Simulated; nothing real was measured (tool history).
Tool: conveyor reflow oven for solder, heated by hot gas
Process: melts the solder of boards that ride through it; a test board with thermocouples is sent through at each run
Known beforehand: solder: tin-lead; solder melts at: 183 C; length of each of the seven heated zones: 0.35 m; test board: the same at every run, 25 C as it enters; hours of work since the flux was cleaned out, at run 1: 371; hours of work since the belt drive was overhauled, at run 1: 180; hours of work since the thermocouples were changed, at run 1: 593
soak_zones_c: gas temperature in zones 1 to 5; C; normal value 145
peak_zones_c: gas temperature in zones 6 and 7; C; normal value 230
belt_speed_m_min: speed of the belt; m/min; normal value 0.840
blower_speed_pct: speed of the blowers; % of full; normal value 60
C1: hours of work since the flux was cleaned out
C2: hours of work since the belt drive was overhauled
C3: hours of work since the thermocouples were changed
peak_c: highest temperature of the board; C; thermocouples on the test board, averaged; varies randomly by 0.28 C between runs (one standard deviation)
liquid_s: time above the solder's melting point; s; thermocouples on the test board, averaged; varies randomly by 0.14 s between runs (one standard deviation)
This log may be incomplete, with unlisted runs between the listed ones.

run 1 hour=0.0 | soak_zones_c=145 peak_zones_c=230 belt_speed_m_min=0.840 blower_speed_pct=60 | C1=371 C2=180 C3=593 | peak_c=214.3 liquid_s=37.7
run 2 hour=20.5 | soak_zones_c=145 peak_zones_c=230 belt_speed_m_min=0.840 blower_speed_pct=60 | C1=380 C2=190 C3=602 | peak_c=214.4 liquid_s=38.0
run 3 hour=46.2 | soak_zones_c=145 peak_zones_c=245 belt_speed_m_min=0.840 blower_speed_pct=60 | C1=392 C2=201 C3=614 | peak_c=227.6 liquid_s=43.4
run 4 hour=63.2 | soak_zones_c=145 peak_zones_c=245 belt_speed_m_min=0.685 blower_speed_pct=60 | C1=400 C2=209 C3=621 | peak_c=232.9 liquid_s=56.4
run 5 hour=101.4 | soak_zones_c=145 peak_zones_c=245 belt_speed_m_min=0.685 blower_speed_pct=60 | C1=417 C2=226 C3=638 | peak_c=233.5 liquid_s=56.5
run 6 hour=135.1 | soak_zones_c=145 peak_zones_c=230 belt_speed_m_min=0.840 blower_speed_pct=60 | C1=432 C2=241 C3=654 | peak_c=214.8 liquid_s=37.8
run 7 hour=156.9 | soak_zones_c=145 peak_zones_c=230 belt_speed_m_min=0.840 blower_speed_pct=60 | C1=442 C2=251 C3=664 | peak_c=214.2 liquid_s=37.8
run 8 hour=180.0 | soak_zones_c=145 peak_zones_c=230 belt_speed_m_min=0.840 blower_speed_pct=60 | C1=452 C2=262 C3=674 | peak_c=214.4 liquid_s=37.6
run 9 hour=200.9 | soak_zones_c=145 peak_zones_c=230 belt_speed_m_min=0.840 blower_speed_pct=60 | C1=462 C2=271 C3=683 | peak_c=213.9 liquid_s=37.3
run 10 hour=217.3 | soak_zones_c=145 peak_zones_c=230 belt_speed_m_min=0.840 blower_speed_pct=60 | C1=469 C2=278 C3=691 | peak_c=213.8 liquid_s=37.3
-- hour=256.9 flux residue cleaned out of gas plates and filters
run 11 hour=259.9 | soak_zones_c=145 peak_zones_c=230 belt_speed_m_min=0.840 blower_speed_pct=60 | C1=1 C2=295 C3=708 | peak_c=216.5 liquid_s=39.4
run 12 hour=279.8 | soak_zones_c=145 peak_zones_c=230 belt_speed_m_min=0.840 blower_speed_pct=60 | C1=10 C2=304 C3=717 | peak_c=216.7 liquid_s=39.1
run 13 hour=313.4 | soak_zones_c=134 peak_zones_c=230 belt_speed_m_min=0.840 blower_speed_pct=60 | C1=26 C2=320 C3=732 | peak_c=214.0 liquid_s=35.9
run 14 hour=331.3 | soak_zones_c=154 peak_zones_c=219 belt_speed_m_min=0.752 blower_speed_pct=63 | C1=34 C2=328 C3=740 | peak_c=211.1 liquid_s=44.7
run 15 hour=348.5 | soak_zones_c=154 peak_zones_c=219 belt_speed_m_min=0.752 blower_speed_pct=63 | C1=41 C2=335 C3=748 | peak_c=210.7 liquid_s=44.8
run 16 hour=375.1 | soak_zones_c=141 peak_zones_c=230 belt_speed_m_min=0.775 blower_speed_pct=57 | C1=53 C2=347 C3=760 | peak_c=217.1 liquid_s=42.0
run 17 hour=393.9 | soak_zones_c=141 peak_zones_c=230 belt_speed_m_min=0.775 blower_speed_pct=57 | C1=62 C2=356 C3=768 | peak_c=217.1 liquid_s=42.2
run 18 hour=412.5 | soak_zones_c=159 peak_zones_c=221 belt_speed_m_min=0.682 blower_speed_pct=70 | C1=70 C2=364 C3=777 | peak_c=215.5 liquid_s=54.5
run 19 hour=445.1 | soak_zones_c=159 peak_zones_c=229 belt_speed_m_min=0.682 blower_speed_pct=85 | C1=85 C2=379 C3=791 | peak_c=224.4 liquid_s=58.1
run 20 hour=476.1 | soak_zones_c=158 peak_zones_c=229 belt_speed_m_min=0.827 blower_speed_pct=55 | C1=99 C2=393 C3=805 | peak_c=216.1 liquid_s=43.8
run 21 hour=508.1 | soak_zones_c=158 peak_zones_c=229 belt_speed_m_min=0.827 blower_speed_pct=55 | C1=113 C2=407 C3=820 | peak_c=216.1 liquid_s=44.0

Each row is a separate what-if for the run after 21, all from the same tool condition, not one after another. Results?
run A hour=533.3 | soak_zones_c=140 peak_zones_c=234 belt_speed_m_min=0.827 blower_speed_pct=60 | C1=125 C2=419 C3=831 | peak_c=? liquid_s=?
run B hour=533.3 | soak_zones_c=145 peak_zones_c=230 belt_speed_m_min=0.840 blower_speed_pct=52 | C1=125 C2=419 C3=831 | peak_c=? liquid_s=?
run C hour=533.3 | soak_zones_c=138 peak_zones_c=225 belt_speed_m_min=0.840 blower_speed_pct=60 | C1=125 C2=419 C3=831 | peak_c=? liquid_s=?
run D hour=533.3 | soak_zones_c=156 peak_zones_c=230 belt_speed_m_min=0.840 blower_speed_pct=74 | C1=125 C2=419 C3=831 | peak_c=? liquid_s=?
run E hour=533.3 | soak_zones_c=134 peak_zones_c=228 belt_speed_m_min=0.840 blower_speed_pct=60 | C1=125 C2=419 C3=831 | peak_c=? liquid_s=?

run=A peak_c=219.1 liquid_s=39.9
run=B peak_c=213.7 liquid_s=37.5
run=C peak_c=210.5 liquid_s=34.1
run=D peak_c=219.8 liquid_s=44.4
run=E peak_c=212.2 liquid_s=34.5
The same runs, with their run-to-run variation unchanged, on a tool lacking any hidden condition would have given:
run=A peak_c=220.1 liquid_s=40.1
run=B peak_c=214.6 liquid_s=37.8
run=C peak_c=211.6 liquid_s=34.6
run=D peak_c=220.8 liquid_s=44.4
run=E peak_c=213.3 liquid_s=34.9
